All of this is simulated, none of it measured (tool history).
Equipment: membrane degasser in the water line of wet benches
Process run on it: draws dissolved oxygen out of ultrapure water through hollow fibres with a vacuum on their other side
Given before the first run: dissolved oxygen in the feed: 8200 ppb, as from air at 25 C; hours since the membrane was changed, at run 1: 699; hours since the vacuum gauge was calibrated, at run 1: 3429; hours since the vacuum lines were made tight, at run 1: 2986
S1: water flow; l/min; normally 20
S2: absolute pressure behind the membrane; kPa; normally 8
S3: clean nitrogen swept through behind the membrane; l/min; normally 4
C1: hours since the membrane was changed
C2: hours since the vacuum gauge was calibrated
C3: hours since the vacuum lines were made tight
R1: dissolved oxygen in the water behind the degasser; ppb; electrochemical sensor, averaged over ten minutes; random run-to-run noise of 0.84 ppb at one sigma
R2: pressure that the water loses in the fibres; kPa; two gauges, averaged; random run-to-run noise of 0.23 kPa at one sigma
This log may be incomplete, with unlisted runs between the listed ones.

Run 1, hour 0: usual settings; C1 699; C2 3429; C3 2986. Result: R1 82.8 ppb, R2 60.46 kPa.
Run 2, hour 46.3: usual settings; C1 745; C2 3475; C3 3032. Result: R1 84.9 ppb, R2 60.51 kPa.
Run 3, hour 110.8: usual settings but S2 14.19 kPa; C1 810; C2 3540; C3 3097. Result: R1 159 ppb, R2 59.76 kPa.
Run 4, hour 184: usual settings but S2 14.19 kPa, S3 7.75 l/min; C1 883; C2 3613; C3 3170. Result: R1 95.3 ppb, R2 60.32 kPa.
Run 5, hour 250.1: usual settings but S3 3.88 l/min; C1 949; C2 3679; C3 3236. Result: R1 87.4 ppb, R2 60.57 kPa.
Run 6, hour 296.3: usual settings; C1 995; C2 3725; C3 3282. Result: R1 85.6 ppb, R2 60.21 kPa.
Run 7, hour 351.7: usual settings; C1 1050; C2 3781; C3 3338. Result: R1 82.9 ppb, R2 60.28 kPa.
Run 8, hour 441.9: usual settings but S1 17 l/min; C1 1141; C2 3871; C3 3428. Result: R1 66.7 ppb, R2 51.19 kPa.
Run 9, hour 536.5: usual settings but S1 23 l/min; C1 1235; C2 3965; C3 3523. Result: R1 107.5 ppb, R2 69.14 kPa.
Run 10, hour 636: usual settings but S3 2.95 l/min; C1 1335; C2 4065; C3 3622. Result: R1 106.4 ppb, R2 60.66 kPa.
Run 11, hour 720.6: usual settings but S1 13 l/min; C1 1419; C2 4150; C3 3707. Result: R1 46.5 ppb, R2 39.57 kPa.
Run 12, hour 818.7: usual settings but S1 13 l/min; C1 1517; C2 4248; C3 3805. Result: R1 46.4 ppb, R2 39.5 kPa.
Run 13, hour 909.3: usual settings; C1 1608; C2 4338; C3 3895. Result: R1 86.7 ppb, R2 60.46 kPa.
Run 14, hour 974: usual settings; C1 1673; C2 4403; C3 3960. Result: R1 86.3 ppb, R2 60.88 kPa.
Run 15, hour 1018: usual settings; C1 1717; C2 4447; C3 4004. Result: R1 86.5 ppb, R2 61.03 kPa.
Run 16, hour 1117.1: usual settings but S1 23 l/min; C1 1816; C2 4546; C3 4103. Result: R1 110.7 ppb, R2 70.3 kPa.
At hour 1123.6: vacuum gauge calibrated.
Run 17, hour 1158.2: usual settings but S1 23 l/min; C1 1857; C2 35; C3 4144. Result: R1 110.9 ppb, R2 69.99 kPa.
Run 18, hour 1256.5: usual settings but S1 32 l/min, S2 10.27 kPa; C1 1955; C2 133; C3 4242. Result: R1 232 ppb, R2 97.48 kPa.
At hour 1311: seals of the vacuum lines changed.
Run 19, hour 1356.4: usual settings but S1 14 l/min, S2 10.27 kPa, S3 7.01 l/min; C1 2053; C2 231; C3 45. Result: R1 44.2 ppb, R2 43 kPa.
Run 20, hour 1403.5: usual settings but S1 14 l/min, S2 8.44 kPa, S3 7.01 l/min; C1 2100; C2 278; C3 93. Result: R1 35.9 ppb, R2 42.85 kPa.
At hour 1412.3: vacuum gauge calibrated, once more.
Run 21, hour 1467: usual settings but S1 19 l/min, S2 9.25 kPa, S3 5.3 l/min; C1 2163; C2 55; C3 155. Result: R1 71.8 ppb, R2 58.01 kPa.
Run 22, hour 1562.7: usual settings but S1 19 l/min, S2 9.25 kPa, S3 5.3 l/min; C1 2259; C2 150; C3 251. Result: R1 72.8 ppb, R2 58.03 kPa.
Run 23, hour 1638: usual settings but S1 19 l/min, S2 9.25 kPa, S3 5.3 l/min; C1 2334; C2 226; C3 327. Result: R1 72 ppb, R2 58.52 kPa.

What will run 24 give?
Run 24, hour 1692.3: usual settings but S1 19 l/min, S2 9.25 kPa, S3 5.3 l/min; C1 2388; C2 280; C3 381. Result: R1 ?, R2 ?.

Run 24 gave R1 72.6 ppb, R2 58.21 kPa.
The same run, on a tool lacking any hidden state, would have yielded R1 69.7 ppb, R2 56.86 kPa.
